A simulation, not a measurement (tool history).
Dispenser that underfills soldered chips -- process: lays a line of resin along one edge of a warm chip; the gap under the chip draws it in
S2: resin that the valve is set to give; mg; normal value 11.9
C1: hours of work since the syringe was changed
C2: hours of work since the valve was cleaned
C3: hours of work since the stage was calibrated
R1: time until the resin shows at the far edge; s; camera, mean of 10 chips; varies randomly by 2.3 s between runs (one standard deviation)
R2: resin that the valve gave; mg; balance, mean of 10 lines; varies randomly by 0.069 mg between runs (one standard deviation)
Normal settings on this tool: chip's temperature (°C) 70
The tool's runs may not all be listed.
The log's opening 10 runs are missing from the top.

-- hour=100.1 new syringe of resin
-- hour=108.7 new syringe of resin
run 11 hour=112.7 | chip's_temperature_(°C)=70 S2=11.9 | C1=3 C2=23 C3=484 | R1=256.2 R2=11.76
-- hour=117.5 new syringe of resin
run 12 hour=121.6 | chip's_temperature_(°C)=70 S2=11.9 | C1=3 C2=30 C3=491 | R1=253.0 R2=11.61
-- hour=126.5 new syringe of resin
run 13 hour=133.8 | chip's_temperature_(°C)=70 S2=11.9 | C1=6 C2=39 C3=500 | R1=309.3 R2=11.44
-- hour=135.2 new syringe of resin
-- hour=144.2 new syringe of resin
run 14 hour=144.3 | chip's_temperature_(°C)=70 S2=11.9 | C1=0 C2=46 C3=508 | R1=202.0 R2=11.51
-- hour=152.8 new syringe of resin
run 15 hour=156.2 | chip's_temperature_(°C)=64 S2=11.9 | C1=3 C2=55 C3=517 | R1=319.8 R2=11.43
-- hour=161.3 new syringe of resin
run 16 hour=166.3 | chip's_temperature_(°C)=64 S2=11.9 | C1=4 C2=63 C3=524 | R1=345.6 R2=11.41
-- hour=169.5 new syringe of resin
-- hour=178.1 new syringe of resin
run 17 hour=180.1 | chip's_temperature_(°C)=64 S2=11.9 | C1=2 C2=73 C3=534 | R1=296.7 R2=11.15
-- hour=186.6 new syringe of resin
run 18 hour=190.4 | chip's_temperature_(°C)=63 S2=10.5 | C1=3 C2=81 C3=542 | R1=360.9 R2=9.69
-- hour=194.7 new syringe of resin
run 19 hour=196.4 | chip's_temperature_(°C)=56 S2=15.1 | C1=1 C2=85 C3=547 | R1=407.6 R2=14.04
-- hour=201.3 dispensing valve cleaned and set on the balance
-- hour=204.1 new syringe of resin
run 20 hour=207.6 | chip's_temperature_(°C)=58 S2=13.7 | C1=3 C2=5 C3=554 | R1=419.7 R2=13.72
-- hour=212.7 new syringe of resin
run 21 hour=219.0 | chip's_temperature_(°C)=58 S2=13.7 | C1=5 C2=13 C3=563 | R1=489.5 R2=13.52
-- hour=221.0 new syringe of resin
run 22 hour=226.6 | chip's_temperature_(°C)=70 S2=10.4 | C1=4 C2=19 C3=568 | R1=291.9 R2=10.26
-- hour=230.1 new syringe of resin
-- hour=238.9 new syringe of resin
run 23 hour=239.4 | chip's_temperature_(°C)=70 S2=10.4 | C1=0 C2=28 C3=578 | R1=211.0 R2=10.16
-- hour=247.2 new syringe of resin
run 24 hour=251.3 | chip's_temperature_(°C)=70 S2=10.4 | C1=3 C2=37 C3=587 | R1=260.1 R2=10.12
-- hour=255.5 new syringe of resin
run 25 hour=258.1 | chip's_temperature_(°C)=79 S2=10.3 | C1=2 C2=42 C3=592 | R1=159.6 R2=9.99
-- hour=264.0 new syringe of resin
run 26 hour=267.7 | chip's_temperature_(°C)=79 S2=10.3 | C1=3 C2=49 C3=599 | R1=172.5 R2=9.85
-- hour=269.5 stage's temperature calibrated
-- hour=273.5 new syringe of resin
run 27 hour=281.1 | chip's_temperature_(°C)=75 S2=10.9 | C1=6 C2=59 C3=9 | R1=298.0 R2=10.23
-- hour=282.3 new syringe of resin
-- hour=290.4 new syringe of resin
run 28 hour=293.0 | chip's_temperature_(°C)=77 S2=13.6 | C1=2 C2=68 C3=17 | R1=195.7 R2=12.90
-- hour=298.8 new syringe of resin
run 29 hour=300.0 | chip's_temperature_(°C)=75 S2=10.1 | C1=1 C2=73 C3=23 | R1=214.3 R2=9.55
-- hour=308.0 new syringe of resin
run 30 hour=311.2 | chip's_temperature_(°C)=84 S2=10.5 | C1=3 C2=81 C3=31 | R1=159.6 R2=9.66
-- hour=316.6 new syringe of resin
-- hour=322.1 dispensing valve cleaned and set on the balance
run 31 hour=325.2 | chip's_temperature_(°C)=84 S2=10.5 | C1=6 C2=2 C3=41 | R1=200.6 R2=10.41
-- hour=326.8 new syringe of resin
run 32 hour=334.5 | chip's_temperature_(°C)=58 S2=11.4 | C1=6 C2=9 C3=48 | R1=652.1 R2=11.22
-- hour=336.1 new syringe of resin
run 33 hour=340.8 | chip's_temperature_(°C)=72 S2=14.1 | C1=4 C2=14 C3=52 | R1=272.0 R2=13.77
-- hour=344.6 new syringe of resin
run 34 hour=350.6 | chip's_temperature_(°C)=72 S2=14.1 | C1=5 C2=21 C3=60 | R1=286.4 R2=13.85

Alternative continuations, all from the tool just after run 34; predict every row:
-- hour=352.8 new syringe of resin
run A hour=358.6 | chip's_temperature_(°C)=70 S2=10.4 | C1=5 C2=27 C3=66 | R1=? R2=?
-- hour=352.8 new syringe of resin
run B hour=358.6 | chip's_temperature_(°C)=70 S2=13.0 | C1=5 C2=27 C3=66 | R1=? R2=?
-- hour=352.8 new syringe of resin
run C hour=358.6 | chip's_temperature_(°C)=68 S2=14.3 | C1=5 C2=27 C3=66 | R1=? R2=?
-- hour=352.8 new syringe of resin
run D hour=358.6 | chip's_temperature_(°C)=71 S2=14.6 | C1=5 C2=27 C3=66 | R1=? R2=?

run=A R1=335.5 R2=10.16
run=B R1=320.9 R2=12.75
run=C R1=346.3 R2=14.00
run=D R1=298.2 R2=14.29
What these runs would have given with no unlogged condition in the tool:
run=A R1=239.7 R2=10.42
run=B R1=230.7 R2=13.07
run=C R1=249.4 R2=14.35
run=D R1=214.7 R2=14.65

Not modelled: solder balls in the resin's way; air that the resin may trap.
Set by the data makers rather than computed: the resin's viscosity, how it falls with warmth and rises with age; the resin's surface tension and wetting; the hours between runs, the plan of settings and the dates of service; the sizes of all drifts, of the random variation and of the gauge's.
